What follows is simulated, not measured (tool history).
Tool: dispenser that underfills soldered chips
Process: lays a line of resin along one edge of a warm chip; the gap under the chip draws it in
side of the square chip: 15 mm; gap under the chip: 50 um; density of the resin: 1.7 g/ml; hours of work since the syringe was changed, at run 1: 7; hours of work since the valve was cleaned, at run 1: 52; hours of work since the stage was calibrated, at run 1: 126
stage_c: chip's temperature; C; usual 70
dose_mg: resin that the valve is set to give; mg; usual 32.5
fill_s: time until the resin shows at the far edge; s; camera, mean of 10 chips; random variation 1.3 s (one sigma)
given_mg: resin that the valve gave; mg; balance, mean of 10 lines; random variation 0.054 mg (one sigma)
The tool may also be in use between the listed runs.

run	hour	stage_c	dose_mg	hours of work since the syringe was changed	hours of work since the valve was cleaned	hours of work since the stage was calibrated	fill_s	given_mg
1	0.0	70	32.5	7	52	126	183.1	31.95
# hour 7.6: new syringe of resin
2	7.6	70	32.5	0	57	131	129.0	31.82
3	16.3	70	32.5	6	62	137	173.0	31.87
# hour 25.7: new syringe of resin
4	27.0	70	32.5	1	69	143	136.6	31.79
5	38.1	70	32.5	8	77	151	197.7	31.65
# hour 43.2: new syringe of resin
6	49.4	70	32.5	4	84	158	161.3	31.53
# hour 60.7: new syringe of resin
7	61.2	70	32.5	0	92	166	135.9	31.41
8	68.3	70	32.5	5	96	171	171.9	31.43
# hour 73.1: dispensing valve cleaned and set on the balance
# hour 79.3: new syringe of resin
9	80.4	70	35.2	1	5	178	140.2	35.10
10	92.9	58	32.5	9	13	186	422.7	32.29
# hour 97.1: new syringe of resin
11	103.4	70	32.5	4	20	193	167.3	32.18
# hour 114.7: new syringe of resin
12	114.8	70	32.5	0	27	200	133.2	32.12
13	123.1	67	32.5	6	33	206	207.6	32.04
# hour 132.5: new syringe of resin
14	133.5	67	31.3	1	39	212	164.5	30.91
15	139.7	70	29.0	5	43	216	174.5	28.54
16	147.7	70	29.0	10	49	222	229.9	28.47
# hour 150.7: new syringe of resin
17	157.1	61	29.0	4	55	228	280.0	28.43
# hour 168.3: new syringe of resin
18	168.3	60	32.4	0	62	235	232.7	31.73
19	180.8	68	37.2	8	70	243	227.8	36.21
# hour 186.4: new syringe of resin
20	187.9	72	35.3	1	75	248	127.2	34.26
21	201.3	83	36.9	10	84	257	111.7	35.74
# hour 204.5: new syringe of resin
22	212.5	83	36.9	5	91	264	89.9	35.66
23	221.3	69	30.9	11	97	270	255.6	29.81
# hour 222.4: new syringe of resin
# hour 225.7: dispensing valve cleaned and set on the balance
24	229.3	69	30.9	4	2	274	177.4	30.87
# hour 240.9: new syringe of resin
25	240.9	81	29.9	0	10	282	79.9	29.72
26	250.9	62	32.5	7	17	288	301.8	32.30
27	257.8	65	33.7	11	21	293	321.6	33.42
# hour 258.7: new syringe of resin
28	267.9	77	41.3	6	28	299	132.8	40.92
29	273.5	70	41.7	10	31	303	232.8	41.19
# hour 276.4: new syringe of resin
30	279.6	67	30.1	2	35	307	183.9	29.75
31	288.0	70	38.7	8	41	313	205.4	38.11
# hour 293.9: new syringe of resin
32	301.4	59	37.2	5	49	321	337.4	36.53
# hour 311.3: new syringe of resin
33	311.3	59	37.2	0	56	328	264.6	36.44
34	323.0	77	40.4	8	64	335	143.2	39.53

Hidden state at the last listed run before each entry between runs and at the first one after, where it differs:
Between runs 1 and 2: new syringe of resin (hour 7.6)
  resin's viscosity, % of fresh resin's: 142 -> 99.2; dose that the valve gives, % of what is set: 98.31 -> 98.12; true chip temperature over the reading, C: -1.12 -> -1.16
  measured less the result without the state, fill_s: +61.8 -> +7.0 s; given_mg: -0.55 -> -0.61 mg
Between runs 3 and 4: new syringe of resin (hour 25.7)
  resin's viscosity, % of fresh resin's: 133.7 -> 104; dose that the valve gives, % of what is set: 97.92 -> 97.68; true chip temperature over the reading, C: -1.2 -> -1.25
  measured less the result without the state, fill_s: +52.0 -> +14.0 s; given_mg: -0.68 -> -0.76 mg
Between runs 5 and 6: new syringe of resin (hour 43.2)
  resin's viscosity, % of fresh resin's: 152 -> 124.6; dose that the valve gives, % of what is set: 97.41 -> 97.14; true chip temperature over the reading, C: -1.32 -> -1.37
  measured less the result without the state, fill_s: +76.9 -> +41.3 s; given_mg: -0.84 -> -0.92 mg
Between runs 6 and 7: new syringe of resin (hour 60.7)
  resin's viscosity, % of fresh resin's: 124.6 -> 101.2; dose that the valve gives, % of what is set: 97.14 -> 96.87; true chip temperature over the reading, C: -1.37 -> -1.43
  measured less the result without the state, fill_s: +41.3 -> +11.8 s; given_mg: -0.92 -> -1.01 mg
Between runs 8 and 9: dispensing valve cleaned and set on the balance (hour 73.1); new syringe of resin (hour 79.3)
  resin's viscosity, % of fresh resin's: 129 -> 105.9; dose that the valve gives, % of what is set: 96.72 -> 99.73; true chip temperature over the reading, C: -1.46 -> -1.52
  measured less the result without the state, fill_s: +49.0 -> +18.2 s; given_mg: -1.07 -> -0.10 mg
Between runs 10 and 11: new syringe of resin (hour 97.1)
  resin's viscosity, % of fresh resin's: 162.1 -> 124.1; dose that the valve gives, % of what is set: 99.44 -> 99.2; true chip temperature over the reading, C: -1.58 -> -1.63
  measured less the result without the state, fill_s: +185.0 -> +43.8 s; given_mg: -0.19 -> -0.26 mg
Between runs 11 and 12: new syringe of resin (hour 114.7)
  resin's viscosity, % of fresh resin's: 124.1 -> 100.3; dose that the valve gives, % of what is set: 99.2 -> 98.94; true chip temperature over the reading, C: -1.63 -> -1.69
  measured less the result without the state, fill_s: +43.8 -> +12.1 s; given_mg: -0.26 -> -0.34 mg
Between runs 13 and 14: new syringe of resin (hour 132.5)
  resin's viscosity, % of fresh resin's: 133.2 -> 102.8; dose that the valve gives, % of what is set: 98.76 -> 98.54; true chip temperature over the reading, C: -1.74 -> -1.79
  measured less the result without the state, fill_s: +66.2 -> +19.6 s; given_mg: -0.40 -> -0.46 mg
Between runs 16 and 17: new syringe of resin (hour 150.7)
  resin's viscosity, % of fresh resin's: 166.7 -> 124.6; dose that the valve gives, % of what is set: 98.2 -> 97.99; true chip temperature over the reading, C: -1.86 -> -1.9
  measured less the result without the state, fill_s: +105.6 -> +78.9 s; given_mg: -0.52 -> -0.58 mg
Between runs 17 and 18: new syringe of resin (hour 168.3)
  resin's viscosity, % of fresh resin's: 124.6 -> 98.9; dose that the valve gives, % of what is set: 97.99 -> 97.74; true chip temperature over the reading, C: -1.9 -> -1.96
  measured less the result without the state, fill_s: +78.9 -> +22.9 s; given_mg: -0.58 -> -0.74 mg
Between runs 19 and 20: new syringe of resin (hour 186.4)
  resin's viscosity, % of fresh resin's: 151.4 -> 103.1; dose that the valve gives, % of what is set: 97.42 -> 97.25; true chip temperature over the reading, C: -2.03 -> -2.06
  measured less the result without the state, fill_s: +93.2 -> +16.8 s; given_mg: -0.96 -> -0.97 mg
Between runs 21 and 22: new syringe of resin (hour 204.5)
  resin's viscosity, % of fresh resin's: 162.9 -> 131; dose that the valve gives, % of what is set: 96.92 -> 96.64; true chip temperature over the reading, C: -2.13 -> -2.19
  measured less the result without the state, fill_s: +50.2 -> +28.5 s; given_mg: -1.14 -> -1.24 mg
Between runs 23 and 24: new syringe of resin (hour 222.4); dispensing valve cleaned and set on the balance (hour 225.7)
  resin's viscosity, % of fresh resin's: 176.4 -> 123; dose that the valve gives, % of what is set: 96.45 -> 99.87; true chip temperature over the reading, C: -2.23 -> -2.26
  measured less the result without the state, fill_s: +127.6 -> +49.9 s; given_mg: -1.10 -> -0.04 mg
Between runs 24 and 25: new syringe of resin (hour 240.9)
  resin's viscosity, % of fresh resin's: 123 -> 99.3; dose that the valve gives, % of what is set: 99.87 -> 99.6; true chip temperature over the reading, C: -2.26 -> -2.32
  measured less the result without the state, fill_s: +49.9 -> +8.4 s; given_mg: -0.04 -> -0.12 mg
Between runs 27 and 28: new syringe of resin (hour 258.7)
  resin's viscosity, % of fresh resin's: 176.5 -> 139.1; dose that the valve gives, % of what is set: 99.2 -> 98.99; true chip temperature over the reading, C: -2.4 -> -2.45
  measured less the result without the state, fill_s: +162.2 -> +48.7 s; given_mg: -0.26 -> -0.41 mg
Between runs 29 and 30: new syringe of resin (hour 276.4)
  resin's viscosity, % of fresh resin's: 168.7 -> 112; dose that the valve gives, % of what is set: 98.86 -> 98.73; true chip temperature over the reading, C: -2.48 -> -2.51
  measured less the result without the state, fill_s: +112.2 -> +41.1 s; given_mg: -0.47 -> -0.38 mg
Between runs 31 and 32: new syringe of resin (hour 293.9)
  resin's viscosity, % of fresh resin's: 148.9 -> 128.3; dose that the valve gives, % of what is set: 98.55 -> 98.26; true chip temperature over the reading, C: -2.55 -> -2.62
  measured less the result without the state, fill_s: +85.2 -> +111.3 s; given_mg: -0.56 -> -0.65 mg
Between runs 32 and 33: new syringe of resin (hour 311.3)
  resin's viscosity, % of fresh resin's: 128.3 -> 101.6; dose that the valve gives, % of what is set: 98.26 -> 98.05; true chip temperature over the reading, C: -2.62 -> -2.67
  measured less the result without the state, fill_s: +111.3 -> +41.5 s; given_mg: -0.65 -> -0.73 mg

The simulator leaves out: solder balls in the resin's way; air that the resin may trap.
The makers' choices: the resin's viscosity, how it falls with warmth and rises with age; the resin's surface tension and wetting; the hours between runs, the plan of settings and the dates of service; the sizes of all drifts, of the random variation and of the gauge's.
